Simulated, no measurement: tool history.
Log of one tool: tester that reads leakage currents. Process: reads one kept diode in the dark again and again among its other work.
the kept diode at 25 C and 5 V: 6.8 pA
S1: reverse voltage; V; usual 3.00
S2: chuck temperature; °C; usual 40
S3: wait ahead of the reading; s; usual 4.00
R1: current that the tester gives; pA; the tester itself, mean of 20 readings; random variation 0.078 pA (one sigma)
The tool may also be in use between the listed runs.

Run 1, hour 0.0: usual settings. Result: R1 20.07 pA.
Run 2, hour 65.2: usual settings. Result: R1 20.09 pA.
Run 3, hour 172.0: usual settings. Result: R1 20.06 pA.
Run 4, hour 260.0: usual settings but S1 2.69 V. Result: R1 18.86 pA.
Run 5, hour 349.1: usual settings but S1 2.69 V. Result: R1 18.85 pA.
Run 6, hour 408.1: usual settings but S1 2.69 V. Result: R1 18.86 pA.
Run 7, hour 522.9: usual settings but S1 2.69 V. Result: R1 18.99 pA.
Run 8, hour 587.8: usual settings but S1 1.93 V. Result: R1 15.79 pA.
Run 9, hour 652.2: usual settings but S1 1.93 V, S3 1.34 s. Result: R1 16.07 pA.
Run 10, hour 766.2: usual settings but S1 1.93 V, S3 1.34 s. Result: R1 16.10 pA.
Run 11, hour 851.2: usual settings but S1 1.93 V, S3 1.34 s. Result: R1 15.97 pA.
Run 12, hour 925.1: usual settings but S1 1.93 V, S3 1.34 s. Result: R1 16.11 pA.
Run 13, hour 1002.1: usual settings but S1 1.93 V, S3 1.34 s. Result: R1 16.06 pA.
Run 14, hour 1095.5: usual settings but S1 1.93 V, S3 1.34 s. Result: R1 16.06 pA.
Run 15, hour 1191.5: usual settings but S1 1.93 V, S3 1.34 s. Result: R1 16.13 pA.
Run 16, hour 1309.9: usual settings but S1 1.93 V, S3 1.34 s. Result: R1 16.10 pA.
Run 17, hour 1363.4: usual settings but S1 1.93 V, S3 1.34 s. Result: R1 16.17 pA.
Run 18, hour 1448.7: usual settings but S3 8.75 s. Result: R1 19.95 pA.
Run 19, hour 1565.3: usual settings. Result: R1 20.21 pA.
Run 20, hour 1659.0: usual settings but S3 9.21 s. Result: R1 19.91 pA.
Run 21, hour 1716.6: usual settings but S1 17.43 V, S2 28 °C, S3 1.15 s. Result: R1 22.32 pA.
Run 22, hour 1770.0: usual settings but S1 17.43 V, S2 32 °C, S3 8.35 s. Result: R1 26.28 pA.
Run 23, hour 1868.0: usual settings but S1 5.36 V, S3 0.94 s. Result: R1 28.60 pA.
Run 24, hour 1988.5: usual settings but S1 5.36 V, S2 28 °C, S3 0.94 s. Result: R1 11.13 pA.
Run 25, hour 2064.0: usual settings but S1 14.04 V, S2 28 °C, S3 1.91 s. Result: R1 17.91 pA.
Run 26, hour 2151.6: usual settings but S1 2.24 V, S2 39 °C, S3 0.33 s. Result: R1 17.57 pA.
Run 27, hour 2260.9: usual settings but S2 55 °C. Result: R1 67.80 pA.
Run 28, hour 2377.5: usual settings but S2 46 °C, S3 1.32 s. Result: R1 33.47 pA.
Run 29, hour 2478.3: usual settings but S2 46 °C, S3 1.32 s. Result: R1 33.61 pA.
Run 30, hour 2576.2: usual settings but S1 9.33 V, S3 7.79 s. Result: R1 37.01 pA.
Run 31, hour 2659.6: usual settings but S1 9.33 V, S3 7.79 s. Result: R1 36.97 pA.
Run 32, hour 2721.6: usual settings but S1 10.84 V, S2 53 °C, S3 1.02 s. Result: R1 117.97 pA.
Run 33, hour 2834.7: usual settings but S1 10.84 V, S2 53 °C, S3 1.02 s. Result: R1 118.24 pA.
Run 34, hour 2889.2: usual settings but S1 10.84 V, S2 53 °C, S3 1.02 s. Result: R1 117.71 pA.
Run 35, hour 3006.8: usual settings but S2 57 °C, S3 0.31 s. Result: R1 82.25 pA.
Run 36, hour 3106.4: usual settings but S2 57 °C, S3 0.31 s. Result: R1 82.15 pA.
Run 37, hour 3172.8: usual settings but S2 57 °C, S3 0.31 s. Result: R1 81.97 pA.
Run 38, hour 3246.0: usual settings but S2 57 °C, S3 0.31 s. Result: R1 81.58 pA.
Run 39, hour 3312.7: usual settings but S2 57 °C, S3 0.31 s. Result: R1 81.70 pA.
Run 40, hour 3417.4: usual settings but S2 57 °C, S3 0.31 s. Result: R1 81.63 pA.

Not shown: 3 entries that the log had between the listed runs. Between which runs, and how does the tool's hidden state differ before and after?
Between runs 14 and 15: chuck's temperature calibrated (hour 1148.1)
  true chuck temperature over the reading, C: -0.01 -> 0
Between runs 32 and 33: tester calibrated (hour 2765.3)
  current scale over the true one, %: -0.02 -> 0
Between runs 34 and 35: chuck's temperature calibrated (hour 3005.9)
  true chuck temperature over the reading, C: -0.01 -> 0

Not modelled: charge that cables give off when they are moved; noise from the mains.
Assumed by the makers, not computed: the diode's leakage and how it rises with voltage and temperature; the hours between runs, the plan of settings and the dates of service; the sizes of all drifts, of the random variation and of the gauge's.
